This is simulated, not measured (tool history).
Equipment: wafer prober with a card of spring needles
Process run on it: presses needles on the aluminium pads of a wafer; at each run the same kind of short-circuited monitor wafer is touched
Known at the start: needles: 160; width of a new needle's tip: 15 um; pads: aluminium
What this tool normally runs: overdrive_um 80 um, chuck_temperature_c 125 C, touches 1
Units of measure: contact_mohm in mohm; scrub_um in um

| run | day | overdrive_um | chuck_temperature_c | touches | contact_mohm | scrub_um |
|---|---|---|---|---|---|---|
| 1 | 0 | 80 | 125 | 1 | 167 | 20.01 |
|  | 0.538 | tips cleaned on abrasive film |
| 2 | 0.812 | 86 | 125 | 1 | 146 | 21.5 |
|  | 1.85 | tips cleaned on abrasive film |
| 3 | 1.85 | 86 | 125 | 1 | 131 | 21.46 |
| 4 | 2.454 | 86 | 125 | 1 | 155 | 21.48 |
|  | 2.867 | height of the first contact set anew |
|  | 3.1 | tips cleaned on abrasive film |
| 5 | 3.1 | 80 | 125 | 1 | 128 | 19.83 |
| 6 | 3.904 | 80 | 125 | 1 | 166 | 19.8 |
|  | 4.354 | tips cleaned on abrasive film |
| 7 | 4.779 | 80 | 125 | 1 | 158 | 19.8 |
| 8 | 5.5 | 80 | 125 | 1 | 174 | 19.8 |
|  | 5.608 | tips cleaned on abrasive film |
| 9 | 6.758 | 80 | 125 | 1 | 172 | 19.78 |
|  | 6.862 | tips cleaned on abrasive film |
| 10 | 7.883 | 80 | 125 | 2 | 153 | 19.76 |
|  | 8.092 | tips cleaned on abrasive film |
|  | 8.604 | height of the first contact set anew, once more |
| 11 | 8.725 | 73 | 125 | 3 | 139 | 18.47 |
|  | 9.358 | tips cleaned on abrasive film |
| 12 | 9.425 | 73 | 51 | 3 | 122 | 18.42 |
| 13 | 10.158 | 95 | 71 | 2 | 138 | 23.98 |
|  | 10.65 | tips cleaned on abrasive film |
| 14 | 11.275 | 80 | 42 | 2 | 140 | 20.2 |
|  | 11.921 | tips cleaned on abrasive film |
| 15 | 12.442 | 80 | 65 | 1 | 154 | 20.16 |
|  | 13.158 | tips cleaned on abrasive film |
| 16 | 13.158 | 80 | 65 | 1 | 122 | 20.17 |

Forecast run 17:
| 17 | 14.267 | 80 | 65 | 1 | ? | ? |

Logged for run 17: contact_mohm 171 mohm, scrub_um 20.2 um.
If the tool had no hidden condition, the same run with the same run-to-run variation would have returned contact_mohm 119 mohm, scrub_um 20.27 um.

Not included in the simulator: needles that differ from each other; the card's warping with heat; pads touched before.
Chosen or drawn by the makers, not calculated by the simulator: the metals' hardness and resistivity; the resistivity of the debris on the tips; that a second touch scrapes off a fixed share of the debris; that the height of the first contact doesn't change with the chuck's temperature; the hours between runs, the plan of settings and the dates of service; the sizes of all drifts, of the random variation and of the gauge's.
